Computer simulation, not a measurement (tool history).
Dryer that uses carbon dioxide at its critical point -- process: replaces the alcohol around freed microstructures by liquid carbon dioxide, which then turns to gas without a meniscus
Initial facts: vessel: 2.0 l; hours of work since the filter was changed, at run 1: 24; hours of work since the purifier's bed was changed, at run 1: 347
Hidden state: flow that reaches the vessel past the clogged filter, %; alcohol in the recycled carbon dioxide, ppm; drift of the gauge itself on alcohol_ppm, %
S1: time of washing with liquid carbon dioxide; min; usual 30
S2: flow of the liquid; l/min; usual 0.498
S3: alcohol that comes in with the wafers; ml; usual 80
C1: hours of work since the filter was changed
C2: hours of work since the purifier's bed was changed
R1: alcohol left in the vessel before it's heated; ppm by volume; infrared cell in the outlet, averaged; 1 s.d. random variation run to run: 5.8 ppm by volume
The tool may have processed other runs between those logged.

| run | hour | S1 | S2 | S3 | C1 | C2 | R1 |
|---|---|---|---|---|---|---|---|
| 1 | 0 | 30 | 0.498 | 80 | 24 | 347 | 394 |
| 2 | 29.7 | 31 | 0.498 | 80 | 33 | 356 | 378 |
| 3 | 58.7 | 31 | 0.498 | 80 | 41 | 365 | 385 |
| 4 | 73.4 | 31 | 0.498 | 80 | 46 | 369 | 391 |
| 5 | 88.4 | 31 | 0.498 | 80 | 50 | 374 | 393 |
| 6 | 112.8 | 31 | 0.498 | 80 | 58 | 381 | 400 |
| 7 | 129.3 | 30 | 0.498 | 80 | 63 | 386 | 441 |
| 8 | 151.7 | 30 | 0.498 | 80 | 70 | 393 | 445 |
| 9 | 165.2 | 30 | 0.498 | 80 | 74 | 397 | 434 |
| 10 | 183.2 | 30 | 0.498 | 34 | 79 | 402 | 336 |
| 11 | 201.6 | 25 | 0.498 | 80 | 85 | 408 | 764 |
| 12 | 220.2 | 30 | 0.498 | 80 | 90 | 414 | 468 |
| 13 | 237.9 | 30 | 0.471 | 80 | 96 | 419 | 540 |
| 14 | 268.2 | 30 | 0.498 | 80 | 105 | 428 | 477 |
| 15 | 295.9 | 30 | 0.498 | 80 | 113 | 436 | 498 |
| 16 | 310.6 | 47 | 0.699 | 112 | 118 | 441 | 263 |
| 17 | 328 | 29 | 0.771 | 80 | 123 | 446 | 283 |
| 18 | 341.7 | 29 | 0.771 | 80 | 127 | 450 | 276 |
| 19 | 366.1 | 30 | 0.32 | 80 | 134 | 458 | 1829 |
| 20 | 396.4 | 25 | 0.358 | 41 | 143 | 467 | 1273 |
| 21 | 423.5 | 25 | 0.358 | 41 | 152 | 475 | 1259 |
| 22 | 452.8 | 45 | 0.364 | 110 | 160 | 484 | 497 |
| 23 | 468.2 | 28 | 0.364 | 37 | 165 | 488 | 918 |
| 24 | 499.5 | 28 | 0.364 | 37 | 175 | 498 | 902 |
| 25 | 519.9 | 22 | 0.364 | 37 | 181 | 504 | 1578 |
| 26 | 546.8 | 34 | 0.498 | 80 | 189 | 512 | 424 |
| 27 | 569.4 | 34 | 0.474 | 22 | 196 | 519 | 338 |
| 28 | 599.9 | 32 | 0.404 | 61 | 205 | 528 | 727 |
| 29 | 626.8 | 32 | 0.404 | 61 | 213 | 536 | 730 |
|  | 640.3 | purifier's bed changed |
| 30 | 660.5 | 30 | 0.619 | 80 | 222 | 6 | 87 |

Across each entry between runs, compare the hidden state at the last listed run before it with the hidden state at the first listed run after it:
After run 29, before run 30: purifier's bed changed (hour 640.3)
  flow that reaches the vessel past the clogged filter, %: 92.8 -> 92.5; alcohol in the recycled carbon dioxide, ppm: 311.3 -> 8.5
  measured value less the no-hidden-state value, R1: +428 -> +34 ppm by volume
